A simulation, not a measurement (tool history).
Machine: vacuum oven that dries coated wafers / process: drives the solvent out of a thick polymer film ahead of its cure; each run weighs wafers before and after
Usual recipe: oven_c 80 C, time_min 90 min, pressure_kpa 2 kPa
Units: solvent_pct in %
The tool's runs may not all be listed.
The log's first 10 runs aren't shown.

run     day  oven_c  time_min  pressure_kpa  solvent_pct
 11   6.433      80        90             2         3.33
 12   7.167      80        90             2         3.43
 13   7.633      80        90          2.34         3.58
      7.779  -- oven's thermocouples calibrated
 14   8.575      80        68             2         4.18
 15   9.412      80       125             2         2.84
 16  10.233      80       125             2         2.83
     10.583  -- oven's thermocouples calibrated, once more
 17  10.825      80        90             2          2.9
 18  11.583      80        78          3.92          4.8
 19  12.188      80        53          3.92          5.7
 20  12.704      86       139          2.23         1.77
 21  13.283      86       139          7.02         5.07
 22  13.675      82        53          4.37         5.47
 23  14.138      74        86             2         4.43
 24  14.529      74        86             2         4.48
 25  14.975      92       140             2         1.29
 26  15.704      80       128          6.74         6.41
 27  16.517      80       128          6.74         6.48
 28  17.229      78        67          3.32         5.31
 29  17.679      81        67          3.32         4.46
 30  18.362      90        67          3.29         2.64
 31  18.812      90        67          3.29         2.67
 32  19.317      90        67          3.29         2.62
 33  20.004      90        67          3.29          2.7
 34  20.396      83       128          3.27          2.9

Alternative continuations, all from the tool just after run 34; predict every row:
  A  21.038      68       128          3.36            ?
  B  21.038      67        55          4.27            ?
  C  21.038      93        90          3.27            ?
  D  21.038      67       131          1.21            ?

run  solvent_pct
  A         6.71
  B         9.52
  C         2.07
  D         4.46
Without the tool's unlogged condition, the same runs would have read:
run  solvent_pct
  A         6.36
  B         9.27
  C         1.91
  D          4.1
